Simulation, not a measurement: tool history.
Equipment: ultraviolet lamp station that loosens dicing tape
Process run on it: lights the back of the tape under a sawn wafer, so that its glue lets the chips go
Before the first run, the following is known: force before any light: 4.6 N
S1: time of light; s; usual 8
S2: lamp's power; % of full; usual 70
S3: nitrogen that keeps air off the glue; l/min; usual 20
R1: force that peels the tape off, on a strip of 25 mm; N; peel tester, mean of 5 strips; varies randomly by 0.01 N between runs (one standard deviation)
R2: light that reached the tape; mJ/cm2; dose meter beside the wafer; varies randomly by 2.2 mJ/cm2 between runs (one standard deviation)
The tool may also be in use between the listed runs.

{"run": 1, "day": 0.0, "S1": 8, "S2": 70, "S3": 20, "R1": 0.512, "R2": 164}
{"run": 2, "day": 1.642, "S1": 8, "S2": 70, "S3": 20, "R1": 0.515, "R2": 160}
{"run": 3, "day": 3.329, "S1": 8, "S2": 70, "S3": 20, "R1": 0.544, "R2": 162}
{"run": 4, "day": 5.275, "S1": 8, "S2": 69, "S3": 20, "R1": 0.557, "R2": 154}
{"run": 5, "day": 6.833, "S1": 5, "S2": 69, "S3": 20, "R1": 1.048, "R2": 98}
{"run": 6, "day": 7.817, "S1": 5, "S2": 69, "S3": 20, "R1": 1.162, "R2": 94}
{"run": 7, "day": 9.746, "S1": 9, "S2": 70, "S3": 20, "R1": 0.494, "R2": 176}
{"run": 8, "day": 11.667, "S1": 9, "S2": 70, "S3": 20, "R1": 0.473, "R2": 174}
{"run": 9, "day": 13.396, "S1": 9, "S2": 70, "S3": 20, "R1": 0.476, "R2": 172}
{"run": 10, "day": 15.238, "S1": 9, "S2": 70, "S3": 20, "R1": 0.48, "R2": 168}
{"run": 11, "day": 17.179, "S1": 5, "S2": 93, "S3": 9, "R1": 1.132, "R2": 124}
{"run": 12, "day": 18.262, "S1": 11, "S2": 90, "S3": 20, "R1": 0.289, "R2": 263}
{"run": 13, "day": 19.554, "S1": 11, "S2": 90, "S3": 20, "R1": 0.282, "R2": 261}
{"run": 14, "day": 20.488, "S1": 5, "S2": 99, "S3": 12, "R1": 0.965, "R2": 131}
{"day": 21.042, "done": "window cleaned of glue's vapour"}
{"run": 15, "day": 22.154, "S1": 5, "S2": 99, "S3": 12, "R1": 0.826, "R2": 143}
{"run": 16, "day": 23.517, "S1": 8, "S2": 68, "S3": 20, "R1": 0.56, "R2": 156}
{"run": 17, "day": 25.467, "S1": 6, "S2": 90, "S3": 17, "R1": 0.609, "R2": 154}
{"run": 18, "day": 26.512, "S1": 7, "S2": 77, "S3": 11, "R1": 0.762, "R2": 151}
{"run": 19, "day": 27.879, "S1": 7, "S2": 93, "S3": 37, "R1": 0.354, "R2": 178}

Measured less the same run without the tool's hidden state. The same run-to-run variation is in both; the gauge's scatter may not be:
Hidden conditions of the tool in this case: lamp's light, % of a new lamp's; light that the window lets through, % of a clean one's; drift of the gauge itself on peel_n, %; drift of the gauge itself on dose_mj_cm2, %.
run=1 R1=+0.077 R2=-18
run=2 R1=+0.084 R2=-20
run=3 R1=+0.094 R2=-22
run=4 R1=+0.106 R2=-23
run=5 R1=+0.186 R2=-15
run=6 R1=+0.213 R2=-16
run=7 R1=+0.103 R2=-31
run=8 R1=+0.104 R2=-32
run=9 R1=+0.11 R2=-35
run=10 R1=+0.12 R2=-36
run=11 R1=+0.274 R2=-28
run=12 R1=+0.038 R2=-62
run=13 R1=+0.04 R2=-64
run=14 R1=+0.269 R2=-32
run=15 R1=+0.135 R2=-18
run=16 R1=+0.099 R2=-21
run=17 R1=+0.116 R2=-22
run=18 R1=+0.148 R2=-24
run=19 R1=+0.059 R2=-30
